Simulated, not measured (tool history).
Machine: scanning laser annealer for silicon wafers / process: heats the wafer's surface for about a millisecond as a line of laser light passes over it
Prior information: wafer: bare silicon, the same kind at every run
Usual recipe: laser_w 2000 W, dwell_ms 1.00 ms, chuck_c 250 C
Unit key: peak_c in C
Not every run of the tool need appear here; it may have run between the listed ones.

run	hour	laser_w	dwell_ms	chuck_c	peak_c
1	0.0	2000	1.00	250	1024
2	30.9	2000	1.00	250	1023
3	51.3	2000	1.00	250	1023
4	65.2	2000	1.00	250	1026
5	97.7	2000	1.00	275	1048
6	127.9	2098	0.94	275	1068
7	150.9	1856	1.00	250	962
# hour 155.6: window over the wafer cleaned
8	181.8	2000	1.00	227	994
9	211.3	2000	1.00	227	989
# hour 225.1: window over the wafer cleaned, once more
10	237.3	1708	0.79	250	836

Alternative continuations, all from the tool just after run 10; predict every row:
A	267.2	2184	1.10	227	?
B	267.2	2000	1.00	225	?
C	267.2	1970	0.71	288	?

run	peak_c
A	1130
B	1006
C	943
The same runs, with their run-to-run variation unchanged, on a tool lacking any hidden condition would have given:
run	peak_c
A	1135
B	1010
C	946
